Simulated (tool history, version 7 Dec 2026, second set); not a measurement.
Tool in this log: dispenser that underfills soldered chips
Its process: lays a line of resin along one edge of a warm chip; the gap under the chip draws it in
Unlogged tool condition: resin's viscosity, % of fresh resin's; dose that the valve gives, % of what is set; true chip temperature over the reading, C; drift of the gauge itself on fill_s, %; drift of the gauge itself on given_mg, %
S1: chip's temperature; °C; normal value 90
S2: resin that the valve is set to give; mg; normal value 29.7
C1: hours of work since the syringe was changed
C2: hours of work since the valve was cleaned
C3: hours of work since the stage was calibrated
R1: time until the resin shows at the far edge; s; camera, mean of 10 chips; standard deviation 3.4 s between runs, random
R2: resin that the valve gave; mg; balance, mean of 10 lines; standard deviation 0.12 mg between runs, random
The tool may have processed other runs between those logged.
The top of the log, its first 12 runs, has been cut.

run,hour,S1,S2,C1,C2,C3,R1,R2
# hour 110.9: new syringe of resin
13,110.9,90,29.7,0,53,415,317.8,28.76
14,117.7,90,29.7,5,58,421,417.6,28.55
15,124.6,90,29.7,11,64,426,563.7,28.42
# hour 125.8: new syringe of resin
16,136.3,90,29.7,8,72,435,488.8,28.22
# hour 140.8: new syringe of resin
17,148.7,90,29.7,6,82,444,452.6,28.10
# hour 155.3: new syringe of resin
18,157.5,90,29.7,2,88,450,340.4,27.88
19,164.8,90,29.7,7,94,456,464.5,27.82
# hour 170.3: new syringe of resin
20,176.1,88,28.8,4,102,465,419.2,27.02
# hour 181.7: dispensing valve cleaned and set on the balance
# hour 186.2: new syringe of resin
21,187.1,95,31.2,1,4,472,270.0,31.26
22,197.6,95,31.2,9,12,480,430.9,31.32
# hour 200.6: new syringe of resin
23,205.5,96,29.2,4,18,486,314.4,28.87
# hour 215.1: new syringe of resin
24,215.4,90,30.0,0,25,493,315.8,29.73
25,226.9,90,29.6,9,34,502,516.5,29.08
# hour 229.9: new syringe of resin
26,237.5,76,36.6,6,42,510,646.3,35.72
# hour 244.4: new syringe of resin
27,247.3,76,36.6,2,49,517,528.6,35.60
28,257.7,99,29.5,10,57,525,413.3,28.56
# hour 258.5: new syringe of resin
29,263.0,75,28.5,3,61,529,609.2,27.36
# hour 272.7: new syringe of resin
30,273.7,80,31.9,1,69,537,426.9,30.54
31,281.7,99,28.0,7,75,543,349.2,26.74
# hour 287.2: new syringe of resin
32,293.0,89,34.2,4,84,552,399.8,32.46
# hour 301.9: new syringe of resin
33,303.5,95,34.2,1,92,560,271.8,32.33
34,311.3,77,25.6,7,98,566,687.8,24.14
# hour 317.0: new syringe of resin
# hour 324.0: dispensing valve cleaned and set on the balance
35,324.7,76,33.5,5,1,575,609.9,33.39
# hour 332.6: new syringe of resin
36,333.5,82,32.7,1,7,581,406.1,32.75

Below are 3 alternative next runs, each starting from the tool's condition after run 36. Predict each:
A,340.8,105,32.7,6,13,587,?,?
B,340.8,96,35.6,6,13,587,?,?
C,340.8,93,28.2,6,13,587,?,?

run,R1,R2
A,284.6,32.71
B,364.0,35.06
C,405.8,27.86
Had the tool no hidden state, the same runs would have come out as:
run,R1,R2
A,217.2,32.99
B,279.3,35.37
C,311.6,28.10

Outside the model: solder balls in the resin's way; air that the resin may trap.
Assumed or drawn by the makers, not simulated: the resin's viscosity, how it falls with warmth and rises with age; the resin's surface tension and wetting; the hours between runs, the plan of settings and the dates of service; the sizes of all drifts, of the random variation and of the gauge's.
